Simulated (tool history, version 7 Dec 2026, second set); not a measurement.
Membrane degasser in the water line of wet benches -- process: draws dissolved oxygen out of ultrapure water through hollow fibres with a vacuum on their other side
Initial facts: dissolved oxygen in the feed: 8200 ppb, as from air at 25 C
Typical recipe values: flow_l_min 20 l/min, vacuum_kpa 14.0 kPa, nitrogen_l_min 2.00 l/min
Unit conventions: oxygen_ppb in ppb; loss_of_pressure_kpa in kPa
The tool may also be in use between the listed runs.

run	hour	flow_l_min	vacuum_kpa	nitrogen_l_min	oxygen_ppb	loss_of_pressure_kpa
1	0.0	20	14.0	2.00	250.6	34.54
2	142.4	20	14.0	2.00	252.6	35.00
3	247.7	20	14.0	2.00	252.7	34.52
4	361.0	20	14.0	2.00	254.3	34.43
5	486.0	20	14.0	2.00	252.9	34.69
6	616.7	20	14.0	2.00	252.4	34.89
7	776.6	20	14.0	2.00	251.9	34.66
8	1018.5	20	14.0	5.73	95.5	34.83
9	1159.5	20	33.3	2.00	664.1	34.83
10	1306.0	13	14.0	2.00	169.4	22.30
11	1502.9	20	14.0	2.00	254.6	34.93
12	1694.4	20	14.0	2.00	254.9	34.77
13	1832.2	20	14.0	2.00	252.7	34.76
14	2014.8	20	14.0	2.00	254.0	34.89
15	2118.5	20	29.4	2.00	584.4	34.85
16	2221.0	20	29.4	2.00	587.9	34.64
17	2374.5	20	29.4	2.00	587.8	34.82
18	2575.1	20	29.4	2.00	585.8	34.85
19	2741.2	23	29.4	2.00	666.2	40.22
20	2846.8	28	29.4	2.46	670.4	48.94
21	2990.1	28	29.4	2.46	666.3	49.04
22	3129.6	32	26.7	1.45	1054.4	55.80
# hour 3145.2: vacuum gauge calibrated
23	3372.7	32	26.7	1.45	1052.9	55.68
24	3525.2	30	25.3	3.66	442.4	52.90
25	3744.4	30	25.3	3.66	443.9	52.54
26	3894.4	19	28.8	3.03	377.4	33.19
27	4045.8	14	14.0	2.00	184.0	24.32
28	4204.5	14	14.0	2.00	183.9	24.40
# hour 4343.1: vacuum gauge calibrated, once more
29	4343.1	14	14.0	2.00	181.4	24.77
30	4447.9	26	14.0	2.00	331.8	45.68
31	4573.1	26	14.0	2.00	332.0	45.92
32	4729.1	19	13.6	1.10	396.2	33.49

3 options for the next run, each taken on its own from the tool as it stands now. Forecast them:
A	4842.5	27	14.0	2.00	?	?
B	4842.5	14	17.3	0.97	?	?
C	4842.5	17	10.1	1.09	?	?

run	oxygen_ppb	loss_of_pressure_kpa
A	345.2	47.38
B	454.9	24.85
C	245.1	29.85
Without the tool's hidden state the same runs would have given:
run	oxygen_ppb	loss_of_pressure_kpa
A	339.1	45.97
B	448.8	24.11
C	241.2	28.96
